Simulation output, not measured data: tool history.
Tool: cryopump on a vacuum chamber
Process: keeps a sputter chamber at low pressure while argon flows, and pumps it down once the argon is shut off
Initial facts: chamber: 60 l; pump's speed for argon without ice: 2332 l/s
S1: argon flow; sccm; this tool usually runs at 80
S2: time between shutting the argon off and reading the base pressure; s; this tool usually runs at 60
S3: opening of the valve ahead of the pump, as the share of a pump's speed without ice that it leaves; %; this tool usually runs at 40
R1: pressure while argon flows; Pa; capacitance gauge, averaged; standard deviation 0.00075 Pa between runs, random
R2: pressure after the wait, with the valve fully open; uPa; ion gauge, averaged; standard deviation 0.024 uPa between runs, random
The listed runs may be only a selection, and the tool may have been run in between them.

Run 1, hour 0: usual settings. Result: R1 0.1508 Pa, R2 2.05 uPa.
Run 2, hour 36.8: usual settings but S2 217 s. Result: R1 0.149 Pa, R2 1.51 uPa.
Run 3, hour 87.1: usual settings but S2 217 s. Result: R1 0.1495 Pa, R2 1.48 uPa.
Run 4, hour 113.1: usual settings but S2 217 s. Result: R1 0.1501 Pa, R2 1.55 uPa.
Run 5, hour 165.3: usual settings. Result: R1 0.1495 Pa, R2 2.11 uPa.
Run 6, hour 195.8: usual settings but S2 255 s. Result: R1 0.1505 Pa, R2 1.52 uPa.
Run 7, hour 227.1: usual settings but S1 108 sccm, S2 106 s, S3 19 %. Result: R1 0.4186 Pa, R2 1.83 uPa.
Run 8, hour 271: usual settings but S1 108 sccm, S2 106 s, S3 19 %. Result: R1 0.4176 Pa, R2 1.82 uPa.
Run 9, hour 318.7: usual settings but S1 79 sccm, S2 133 s, S3 34 %. Result: R1 0.1755 Pa, R2 1.73 uPa.
Run 10, hour 361.3: usual settings but S1 102 sccm, S2 250 s, S3 20 %. Result: R1 0.3791 Pa, R2 1.65 uPa.
Run 11, hour 384.6: usual settings but S1 102 sccm, S2 250 s, S3 20 %. Result: R1 0.3769 Pa, R2 1.63 uPa.

Results per run with the tool's hidden condition removed, run-to-run variation unchanged:
The hidden state here: pump's speed, % of a pump's without ice; cold plate's temperature, K; leak into the chamber, uPa l/s; drift of the gauge itself on working_pa, %; drift of the gauge itself on base_upa, %.
run      R1    R2
  1  0.1463  0.91
  2  0.1443  0.33
  3  0.1445  0.31
  4  0.1449  0.35
  5  0.1439  0.92
  6  0.1447  0.31
  7  0.4105  0.57
  8   0.409  0.56
  9  0.1688  0.46
 10  0.3701  0.34
 11  0.3677  0.33
